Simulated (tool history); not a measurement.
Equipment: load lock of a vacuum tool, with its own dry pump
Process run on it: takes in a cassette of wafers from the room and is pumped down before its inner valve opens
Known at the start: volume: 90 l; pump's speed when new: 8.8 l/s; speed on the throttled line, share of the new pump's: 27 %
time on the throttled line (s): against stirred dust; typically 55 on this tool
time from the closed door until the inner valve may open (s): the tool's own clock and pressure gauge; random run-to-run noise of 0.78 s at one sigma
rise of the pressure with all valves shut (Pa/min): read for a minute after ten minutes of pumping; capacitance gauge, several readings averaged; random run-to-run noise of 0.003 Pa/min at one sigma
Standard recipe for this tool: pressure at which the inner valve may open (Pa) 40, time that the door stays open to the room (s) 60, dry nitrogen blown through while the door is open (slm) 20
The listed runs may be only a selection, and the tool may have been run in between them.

run    hour  time on the throttled line (s)  pressure at which the inner valve may open (Pa)  time that the door stays open to the room (s)  dry nitrogen blown through while the door is open (slm)  incoming humidity of the room's air, %  time from the closed door until the inner valve may open (s)  rise of the pressure with all valves shut (Pa/min)
  1     0.0                              55                                               40                                             60                                                       20                                    43.5                                                         142.4                                               0.065
  2   211.8                              55                                               40                                             60                                                       20                                    47.7                                                         141.2                                               0.070
  3   355.9                              55                                               40                                             60                                                       20                                    41.8                                                         145.2                                               0.066
  4   498.0                              55                                               40                                             60                                                       20                                    43.8                                                         141.8                                               0.072
  5   670.4                              55                                               40                                             60                                                       20                                    45.5                                                         143.5                                               0.067
  6   873.6                              55                                               40                                             29                                                       20                                    42.8                                                         142.6                                               0.067
  7  1184.3                              55                                               40                                             29                                                       20                                    48.3                                                         145.7                                               0.075
  8  1340.0                              55                                               40                                             60                                                       20                                    44.7                                                         145.9                                               0.080
  9  1499.4                              29                                               40                                             60                                                       20                                    42.9                                                         129.7                                               0.081
     1549.2  -- dry pump taken out, an overhauled one fitted
 10  1652.5                              29                                               40                                             60                                                       20                                    40.9                                                         101.4                                               0.081
 11  1961.6                              29                                               40                                             60                                                       20                                    46.9                                                         101.8                                               0.087
 12  2098.9                              29                                               40                                             60                                                       20                                    47.2                                                         102.3                                               0.082
 13  2237.9                              29                                               40                                             60                                                       20                                    43.2                                                         101.6                                               0.082
 14  2546.6                              55                                               39                                             38                                                       20                                    43.0                                                         122.0                                               0.082
 15  2761.6                              33                                               39                                             33                                                       20                                    45.2                                                         105.5                                               0.088
 16  3055.8                              55                                               49                                             60                                                        7                                    49.0                                                         118.6                                               0.101
 17  3279.2                              55                                               40                                             45                                                       17                                    44.2                                                         119.9                                               0.093
 18  3531.6                              55                                               40                                             45                                                       17                                    47.7                                                         122.3                                               0.095
 19  3671.0                              96                                               40                                             57                                                       20                                    44.7                                                         150.4                                               0.097
 20  3907.9                              96                                               40                                             57                                                       22                                    43.6                                                         152.0                                               0.102
 21  4102.9                              54                                               33                                             60                                                       20                                    42.0                                                         123.5                                               0.102
 22  4369.4                              54                                               33                                             60                                                       20                                    42.8                                                         123.0                                               0.102
 23  4663.0                              63                                               33                                             60                                                       34                                    44.7                                                         130.6                                               0.104
 24  4859.5                              76                                               66                                             60                                                       20                                    45.2                                                         132.2                                               0.111
 25  5028.1                              76                                               66                                             60                                                       20                                    44.9                                                         132.2                                               0.115
 26  5352.6                              55                                               75                                             34                                                       20                                    44.5                                                         116.1                                               0.109

Consider 3 possible next runs. They are alternatives, not a sequence: every one starts from the tool as it was left by run 26. What does each give?
  A  5573.5                              95                                               75                                             34                                                       20                                    49.5                                                             ?                                                   ?
  B  5573.5                              55                                               58                                             89                                                        4                                    46.4                                                             ?                                                   ?
  C  5573.5                              55                                               75                                             50                                                       20                                    46.1                                                             ?                                                   ?

run  time from the closed door until the inner valve may open (s)  rise of the pressure with all valves shut (Pa/min)
  A                                                         144.1                                               0.110
  B                                                         118.8                                               0.133
  C                                                         118.5                                               0.115
Take away the tool's hidden state, keep each run's random variation, and the runs would have read:
run  time from the closed door until the inner valve may open (s)  rise of the pressure with all valves shut (Pa/min)
  A                                                         141.7                                               0.009
  B                                                         116.0                                               0.032
  C                                                         115.8                                               0.013

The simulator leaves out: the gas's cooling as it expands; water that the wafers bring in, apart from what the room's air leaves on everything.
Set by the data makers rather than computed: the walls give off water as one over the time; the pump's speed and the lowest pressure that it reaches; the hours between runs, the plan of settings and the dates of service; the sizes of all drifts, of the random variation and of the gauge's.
